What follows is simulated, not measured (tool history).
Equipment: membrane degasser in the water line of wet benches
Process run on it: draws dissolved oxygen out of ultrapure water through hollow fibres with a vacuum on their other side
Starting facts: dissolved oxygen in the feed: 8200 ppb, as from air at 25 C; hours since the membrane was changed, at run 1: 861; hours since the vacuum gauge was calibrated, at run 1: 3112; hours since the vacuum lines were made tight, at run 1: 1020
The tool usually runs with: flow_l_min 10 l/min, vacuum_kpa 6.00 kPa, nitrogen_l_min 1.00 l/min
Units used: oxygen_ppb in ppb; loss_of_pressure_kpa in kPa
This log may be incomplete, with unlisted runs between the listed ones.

run,hour,flow_l_min,vacuum_kpa,nitrogen_l_min,hours since the membrane was changed,hours since the vacuum gauge was calibrated,hours since the vacuum lines were made tight,oxygen_ppb,loss_of_pressure_kpa
1,0.0,10,6.00,1.00,861,3112,1020,84.3,70.50
2,69.4,14,6.00,1.00,931,3181,1089,128.4,98.81
3,171.0,14,6.00,1.00,1032,3283,1191,127.8,98.55
# hour 210.1: vacuum gauge calibrated
4,246.8,14,6.00,1.00,1108,37,1266,124.0,98.84
5,302.1,14,6.00,1.00,1163,92,1321,122.9,98.03
6,396.6,14,6.00,1.00,1257,186,1416,122.4,98.40
7,521.1,10,8.13,1.00,1382,311,1540,130.7,70.53
8,594.3,10,14.21,1.00,1455,384,1614,268.3,70.24
9,698.4,10,14.21,1.00,1559,488,1718,271.1,70.18
10,772.4,10,6.61,1.00,1633,562,1792,95.3,70.84
11,890.5,10,6.61,1.00,1751,680,1910,95.9,70.22
12,955.7,10,3.66,1.00,1817,746,1975,26.8,69.98
13,1073.7,10,9.77,1.00,1935,864,2093,170.3,70.29
14,1157.5,10,9.77,1.00,2018,947,2177,169.4,70.43
15,1238.7,10,9.77,1.00,2100,1029,2258,171.1,71.00
16,1300.1,10,7.87,1.64,2161,1090,2319,84.6,70.48
17,1353.9,10,7.87,1.69,2215,1144,2373,83.2,70.73
18,1433.0,10,13.71,1.00,2294,1223,2452,260.7,70.60
19,1547.9,10,13.71,1.00,2409,1338,2567,260.7,70.86
20,1664.7,6,8.01,1.00,2526,1455,2684,76.4,42.22
21,1790.2,10,11.20,2.66,2651,1580,2809,89.1,70.85
22,1886.0,14,6.00,0.62,2747,1676,2905,169.5,99.22
23,2009.5,14,9.03,0.62,2870,1799,3029,315.2,98.74
24,2137.5,8,9.44,0.62,2998,1927,3157,197.7,56.69
25,2229.0,10,6.00,0.49,3090,2019,3248,143.7,71.43
26,2288.2,6,6.00,0.51,3149,2078,3307,83.5,42.20

5 ways to go on from here, each from the tool as it stands after run 26. What would each give?
A,2364.0,13,4.31,2.07,3225,2154,3383,?,?
B,2364.0,8,4.42,1.19,3225,2154,3383,?,?
C,2364.0,6,12.17,1.23,3225,2154,3383,?,?
D,2364.0,7,10.47,0.42,3225,2154,3383,?,?
E,2364.0,6,6.25,0.51,3225,2154,3383,?,?

run,oxygen_ppb,loss_of_pressure_kpa
A,47.1,92.27
B,30.1,57.02
C,114.3,42.44
D,280.4,49.29
E,90.4,42.73
Without the tool's hidden state the same runs would have given:
run,oxygen_ppb,loss_of_pressure_kpa
A,43.6,90.70
B,28.1,56.05
C,110.3,41.72
D,274.1,48.45
E,87.0,42.00
